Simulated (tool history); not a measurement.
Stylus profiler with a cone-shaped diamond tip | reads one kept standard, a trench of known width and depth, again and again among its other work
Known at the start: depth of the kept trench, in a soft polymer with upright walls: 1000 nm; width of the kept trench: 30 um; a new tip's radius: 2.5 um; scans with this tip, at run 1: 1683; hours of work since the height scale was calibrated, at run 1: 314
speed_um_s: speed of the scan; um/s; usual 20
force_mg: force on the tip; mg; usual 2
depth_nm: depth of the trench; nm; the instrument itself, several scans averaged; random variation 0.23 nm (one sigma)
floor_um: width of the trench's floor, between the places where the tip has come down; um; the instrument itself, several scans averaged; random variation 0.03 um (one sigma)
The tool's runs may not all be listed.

| run | hour | speed_um_s | force_mg | scans with this tip | hours of work since the height scale was calibrated | depth_nm | floor_um |
|---|---|---|---|---|---|---|---|
| 1 | 0 | 20 | 2 | 1683 | 314 | 1007.56 | 25.78 |
| 2 | 30.9 | 11 | 2 | 1780 | 332 | 1007.3 | 25.79 |
| 3 | 50.1 | 11 | 2 | 1840 | 343 | 1007.35 | 25.77 |
| 4 | 80.6 | 11 | 2 | 1936 | 361 | 1007.57 | 25.79 |
| 5 | 106 | 11 | 2 | 2016 | 376 | 1006.92 | 25.79 |
| 6 | 135.1 | 11 | 2 | 2107 | 393 | 1006.64 | 25.74 |
| 7 | 155.3 | 11 | 2 | 2171 | 405 | 1006.83 | 25.78 |
| 8 | 178.4 | 20 | 2 | 2243 | 418 | 1006.99 | 25.71 |
| 9 | 209 | 20 | 2 | 2339 | 436 | 1006.58 | 25.73 |
| 10 | 240.3 | 33 | 2 | 2437 | 455 | 1006.84 | 25.72 |
| 11 | 276.4 | 33 | 2 | 2551 | 476 | 1006.56 | 25.68 |
| 12 | 311.7 | 20 | 2 | 2661 | 496 | 1006.28 | 25.68 |
| 13 | 330 | 20 | 2 | 2719 | 507 | 1006.1 | 25.71 |
|  | 333.2 | height scale calibrated on a step standard |
| 14 | 352.7 | 20 | 2 | 2789 | 11 | 1005.99 | 25.66 |
| 15 | 378.8 | 20 | 2 | 2871 | 27 | 1005.26 | 25.68 |
| 16 | 414.5 | 14 | 2.1 | 2983 | 48 | 1005.97 | 25.7 |
| 17 | 437.1 | 37 | 1.5 | 3053 | 61 | 1004.05 | 25.54 |
|  | 444 | height scale calibrated on a step standard, once more |
| 18 | 465.2 | 37 | 1.5 | 3140 | 12 | 1007.1 | 25.56 |
| 19 | 491.7 | 37 | 1.5 | 3223 | 28 | 1007.42 | 25.54 |
| 20 | 509.8 | 17 | 1.92 | 3280 | 39 | 1007.95 | 25.65 |
| 21 | 532.9 | 17 | 1.92 | 3353 | 52 | 1008.08 | 25.64 |
| 22 | 547.8 | 17 | 1.92 | 3399 | 61 | 1008.27 | 25.64 |
| 23 | 579.1 | 39 | 2.46 | 3498 | 79 | 1009.58 | 25.57 |
| 24 | 601.6 | 20 | 4.44 | 3568 | 92 | 1014.1 | 25.62 |
| 25 | 636.3 | 20 | 4.44 | 3677 | 113 | 1014.02 | 25.64 |

4 ways to go on from here, each from the tool as it stands after run 25. What would each give?
| A | 665.3 | 16 | 2.11 | 3768 | 130 | ? | ? |
| B | 665.3 | 72 | 4.23 | 3768 | 130 | ? | ? |
| C | 665.3 | 8 | 0.77 | 3768 | 130 | ? | ? |
| D | 665.3 | 37 | 4.44 | 3768 | 130 | ? | ? |

| run | depth_nm | floor_um |
|---|---|---|
| A | 1008.54 | 25.65 |
| B | 1013.83 | 25.47 |
| C | 1004.29 | 25.62 |
| D | 1014.28 | 25.59 |
Without the tool's hidden state the same runs would have given:
| run | depth_nm | floor_um |
|---|---|---|
| A | 1008.67 | 25.98 |
| B | 1013.96 | 25.8 |
| C | 1004.43 | 25.95 |
| D | 1014.42 | 25.92 |
